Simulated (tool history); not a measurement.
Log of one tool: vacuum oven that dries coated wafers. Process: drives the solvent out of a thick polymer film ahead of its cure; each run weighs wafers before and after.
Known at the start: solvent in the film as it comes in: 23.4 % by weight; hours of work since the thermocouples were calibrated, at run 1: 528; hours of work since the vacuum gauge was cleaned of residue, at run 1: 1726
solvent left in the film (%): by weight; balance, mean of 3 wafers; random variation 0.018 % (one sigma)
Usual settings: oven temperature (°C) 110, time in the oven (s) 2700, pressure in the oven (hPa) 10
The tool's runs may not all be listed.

| run | hour | oven temperature (°C) | time in the oven (s) | pressure in the oven (hPa) | hours of work since the thermocouples were calibrated | hours of work since the vacuum gauge was cleaned of residue | solvent left in the film (%) |
|---|---|---|---|---|---|---|---|
| 1 | 0 | 110 | 2700 | 10 | 528 | 1726 | 2.4 |
| 2 | 78 | 110 | 2700 | 10 | 581 | 1779 | 2.4 |
|  | 117.9 | vacuum gauge cleaned of residue and calibrated |
| 3 | 145.9 | 110 | 2700 | 10 | 627 | 19 | 1.97 |
| 4 | 203.1 | 110 | 2700 | 17.3 | 666 | 58 | 2.6 |
| 5 | 290.1 | 110 | 2700 | 17.3 | 726 | 118 | 2.61 |
|  | 318.5 | oven's thermocouples calibrated |
| 6 | 355.9 | 110 | 2700 | 17.3 | 26 | 162 | 2.82 |
| 7 | 402.7 | 110 | 2700 | 17.3 | 58 | 194 | 2.83 |
| 8 | 486.1 | 110 | 2700 | 17.3 | 115 | 251 | 2.87 |
| 9 | 555.8 | 110 | 2700 | 17.3 | 163 | 299 | 2.85 |
| 10 | 598.9 | 110 | 2700 | 15.4 | 192 | 328 | 2.72 |
| 11 | 680.9 | 110 | 1500 | 10 | 249 | 385 | 5.16 |
| 12 | 765.2 | 110 | 2700 | 14.7 | 306 | 443 | 2.69 |
| 13 | 828 | 110 | 2700 | 14.7 | 349 | 486 | 2.63 |
| 14 | 885.7 | 110 | 2700 | 16.1 | 389 | 525 | 2.78 |
| 15 | 969.2 | 110 | 2700 | 16.1 | 446 | 582 | 2.72 |
| 16 | 1057 | 110 | 2700 | 16.1 | 506 | 643 | 2.8 |
| 17 | 1146.7 | 110 | 2700 | 16.1 | 568 | 704 | 2.79 |
| 18 | 1214.8 | 110 | 2700 | 10 | 615 | 751 | 2.27 |
| 19 | 1291.2 | 110 | 2700 | 5.1 | 667 | 803 | 1.87 |
| 20 | 1341.5 | 110 | 2700 | 5.1 | 701 | 838 | 1.89 |
|  | 1400.9 | oven's thermocouples calibrated |
| 21 | 1417.1 | 110 | 2700 | 5.1 | 11 | 888 | 1.94 |
| 22 | 1483.1 | 110 | 2700 | 5.1 | 56 | 933 | 1.95 |
| 23 | 1545.9 | 113 | 2700 | 13.5 | 99 | 976 | 2.12 |
| 24 | 1635.1 | 110 | 4200 | 36.8 | 161 | 1038 | 3.69 |
| 25 | 1692.5 | 110 | 3300 | 14.4 | 200 | 1077 | 2.17 |
| 26 | 1769.5 | 110 | 2460 | 22.8 | 253 | 1130 | 3.71 |
| 27 | 1820.7 | 110 | 4740 | 5.6 | 288 | 1165 | 0.88 |
| 28 | 1867 | 109 | 1740 | 5.6 | 320 | 1197 | 4.27 |
| 29 | 1912.6 | 110 | 2700 | 10 | 351 | 1228 | 2.34 |
| 30 | 1985.6 | 118 | 3780 | 10 | 401 | 1278 | 0.95 |
| 31 | 2028.3 | 118 | 4620 | 9.5 | 430 | 1307 | 0.86 |
| 32 | 2090.8 | 118 | 4620 | 9.5 | 473 | 1350 | 0.86 |
| 33 | 2147.5 | 118 | 4620 | 9.5 | 512 | 1389 | 0.9 |
| 34 | 2208.6 | 116 | 4080 | 10 | 554 | 1431 | 1.05 |
| 35 | 2259.5 | 97 | 2700 | 10 | 589 | 1466 | 5.57 |
| 36 | 2307.8 | 100 | 4320 | 25.7 | 622 | 1499 | 4.52 |
| 37 | 2364.4 | 110 | 1440 | 30.5 | 661 | 1538 | 6.85 |
| 38 | 2455.1 | 110 | 1440 | 30.5 | 723 | 1600 | 6.85 |
|  | 2485.1 | oven's thermocouples calibrated |
| 39 | 2501 | 110 | 1440 | 30.5 | 11 | 1630 | 6.87 |
| 40 | 2556.5 | 110 | 1440 | 30.5 | 49 | 1668 | 6.82 |
| 41 | 2628.2 | 100 | 1860 | 11.7 | 98 | 1717 | 7.03 |
| 42 | 2697.4 | 96 | 4140 | 11.7 | 146 | 1765 | 3.96 |
| 43 | 2751.9 | 110 | 1740 | 14 | 183 | 1802 | 4.61 |
|  | 2759.9 | vacuum gauge cleaned of residue and calibrated |
| 44 | 2834.5 | 110 | 1740 | 14 | 239 | 51 | 4.3 |

Hidden state at the last listed run before each entry between runs and at the first one after, where it differs:
Between runs 2 and 3: vacuum gauge cleaned of residue and calibrated (hour 117.9)
  true wafer temperature over the reading, C: 0.76 -> 0.8; true pressure over the reading, kPa: 0.48 -> -0.006
  measured less the result without the state, solvent left in the film (%): +0.27 -> -0.14
Between runs 5 and 6: oven's thermocouples calibrated (hour 318.5)
  true wafer temperature over the reading, C: 0.88 -> -0.54; true pressure over the reading, kPa: 0.019 -> 0.031
  measured less the result without the state, solvent left in the film (%): -0.15 -> +0.13
Between runs 20 and 21: oven's thermocouples calibrated (hour 1400.9)
  true wafer temperature over the reading, C: 0.06 -> -0.26; true pressure over the reading, kPa: 0.2 -> 0.213
  measured less the result without the state, solvent left in the film (%): +0.16 -> +0.22
Between runs 38 and 39: oven's thermocouples calibrated (hour 2485.1)
  true pressure over the reading, kPa: 0.399 -> 0.407
  measured less the result without the state, solvent left in the film (%): +0.16 -> +0.17
Between runs 43 and 44: vacuum gauge cleaned of residue and calibrated (hour 2759.9)
  true wafer temperature over the reading, C: 0.53 -> 0.58; true pressure over the reading, kPa: 0.452 -> 0.017
  measured less the result without the state, solvent left in the film (%): +0.19 -> -0.14
